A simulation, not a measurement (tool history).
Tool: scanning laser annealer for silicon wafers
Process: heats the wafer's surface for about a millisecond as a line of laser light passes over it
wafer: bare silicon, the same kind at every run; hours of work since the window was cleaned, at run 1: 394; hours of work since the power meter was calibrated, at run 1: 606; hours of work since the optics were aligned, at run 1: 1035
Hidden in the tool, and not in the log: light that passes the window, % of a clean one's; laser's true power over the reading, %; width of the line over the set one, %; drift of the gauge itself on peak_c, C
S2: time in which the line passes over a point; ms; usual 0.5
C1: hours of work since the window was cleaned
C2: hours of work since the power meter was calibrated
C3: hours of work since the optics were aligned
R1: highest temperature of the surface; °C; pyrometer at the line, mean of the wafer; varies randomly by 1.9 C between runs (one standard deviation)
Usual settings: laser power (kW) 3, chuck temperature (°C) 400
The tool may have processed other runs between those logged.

run 1 hour=0 | laser_power_(kW)=3 S2=0.5 chuck_temperature_(°C)=400 | C1=394 C2=606 C3=1035 | R1=1117
run 2 hour=23.5 | laser_power_(kW)=3 S2=0.5 chuck_temperature_(°C)=400 | C1=408 C2=620 C3=1049 | R1=1117
run 3 hour=42.3 | laser_power_(kW)=3 S2=0.5 chuck_temperature_(°C)=400 | C1=419 C2=630 C3=1060 | R1=1116
run 4 hour=69 | laser_power_(kW)=3 S2=0.461 chuck_temperature_(°C)=400 | C1=434 C2=646 C3=1075 | R1=1091
run 5 hour=87.2 | laser_power_(kW)=3 S2=0.461 chuck_temperature_(°C)=400 | C1=445 C2=657 C3=1086 | R1=1091
run 6 hour=105 | laser_power_(kW)=3 S2=0.461 chuck_temperature_(°C)=400 | C1=455 C2=667 C3=1096 | R1=1086
run 7 hour=127.8 | laser_power_(kW)=3 S2=0.461 chuck_temperature_(°C)=400 | C1=469 C2=680 C3=1110 | R1=1085
run 8 hour=151.5 | laser_power_(kW)=3 S2=0.397 chuck_temperature_(°C)=400 | C1=483 C2=694 C3=1124 | R1=1035
run 9 hour=178.3 | laser_power_(kW)=3 S2=0.397 chuck_temperature_(°C)=400 | C1=498 C2=710 C3=1139 | R1=1032
run 10 hour=192.1 | laser_power_(kW)=3 S2=0.397 chuck_temperature_(°C)=400 | C1=506 C2=718 C3=1147 | R1=1033
run 11 hour=214.8 | laser_power_(kW)=3 S2=0.397 chuck_temperature_(°C)=400 | C1=520 C2=731 C3=1161 | R1=1037
run 12 hour=240 | laser_power_(kW)=3.219 S2=0.5 chuck_temperature_(°C)=400 | C1=534 C2=746 C3=1175 | R1=1175
run 13 hour=260.2 | laser_power_(kW)=3.219 S2=0.5 chuck_temperature_(°C)=400 | C1=546 C2=758 C3=1187 | R1=1174
run 14 hour=284.3 | laser_power_(kW)=3 S2=0.5 chuck_temperature_(°C)=400 | C1=560 C2=772 C3=1201 | R1=1108
run 15 hour=301.4 | laser_power_(kW)=3 S2=0.5 chuck_temperature_(°C)=400 | C1=570 C2=782 C3=1211 | R1=1105
run 16 hour=313 | laser_power_(kW)=2.706 S2=0.5 chuck_temperature_(°C)=416 | C1=577 C2=789 C3=1218 | R1=1036
run 17 hour=340.2 | laser_power_(kW)=2.706 S2=0.5 chuck_temperature_(°C)=416 | C1=593 C2=804 C3=1234 | R1=1037
run 18 hour=356.8 | laser_power_(kW)=2.667 S2=0.49 chuck_temperature_(°C)=369 | C1=602 C2=814 C3=1243 | R1=972
run 19 hour=371.3 | laser_power_(kW)=2.821 S2=0.39 chuck_temperature_(°C)=439 | C1=611 C2=823 C3=1252 | R1=1014
run 20 hour=395.4 | laser_power_(kW)=2.821 S2=0.39 chuck_temperature_(°C)=439 | C1=625 C2=837 C3=1266 | R1=1019
run 21 hour=407.5 | laser_power_(kW)=3.261 S2=0.586 chuck_temperature_(°C)=425 | C1=632 C2=844 C3=1273 | R1=1270
run 22 hour=434.4 | laser_power_(kW)=3.295 S2=0.589 chuck_temperature_(°C)=400 | C1=648 C2=859 C3=1289 | R1=1255
run 23 hour=454.1 | laser_power_(kW)=3.295 S2=0.448 chuck_temperature_(°C)=378 | C1=659 C2=871 C3=1300 | R1=1124
run 24 hour=466.5 | laser_power_(kW)=2.716 S2=0.448 chuck_temperature_(°C)=378 | C1=666 C2=878 C3=1307 | R1=965
run 25 hour=481.5 | laser_power_(kW)=2.716 S2=0.448 chuck_temperature_(°C)=378 | C1=675 C2=887 C3=1316 | R1=964
run 26 hour=507.8 | laser_power_(kW)=3.037 S2=0.448 chuck_temperature_(°C)=430 | C1=691 C2=902 C3=1332 | R1=1101
run 27 hour=532.1 | laser_power_(kW)=3 S2=0.505 chuck_temperature_(°C)=422 | C1=705 C2=916 C3=1346 | R1=1123

Each row is a separate what-if for the run after 27, all from the same tool condition, not one after another. Results?
run A hour=546.6 | laser_power_(kW)=3.161 S2=0.546 chuck_temperature_(°C)=382 | C1=713 C2=925 C3=1354 | R1=?
run B hour=546.6 | laser_power_(kW)=3 S2=0.5 chuck_temperature_(°C)=406 | C1=713 C2=925 C3=1354 | R1=?
run C hour=546.6 | laser_power_(kW)=3.077 S2=0.366 chuck_temperature_(°C)=422 | C1=713 C2=925 C3=1354 | R1=?
run D hour=546.6 | laser_power_(kW)=2.704 S2=0.565 chuck_temperature_(°C)=386 | C1=713 C2=925 C3=1354 | R1=?
run E hour=546.6 | laser_power_(kW)=2.916 S2=0.517 chuck_temperature_(°C)=399 | C1=713 C2=925 C3=1354 | R1=?

run=A R1=1159
run=B R1=1103
run=C R1=1042
run=D R1=1039
run=E R1=1080
Take away the tool's hidden state, keep each run's random variation, and the runs would have read:
run=A R1=1233
run=B R1=1170
run=C R1=1101
run=D R1=1101
run=E R1=1145

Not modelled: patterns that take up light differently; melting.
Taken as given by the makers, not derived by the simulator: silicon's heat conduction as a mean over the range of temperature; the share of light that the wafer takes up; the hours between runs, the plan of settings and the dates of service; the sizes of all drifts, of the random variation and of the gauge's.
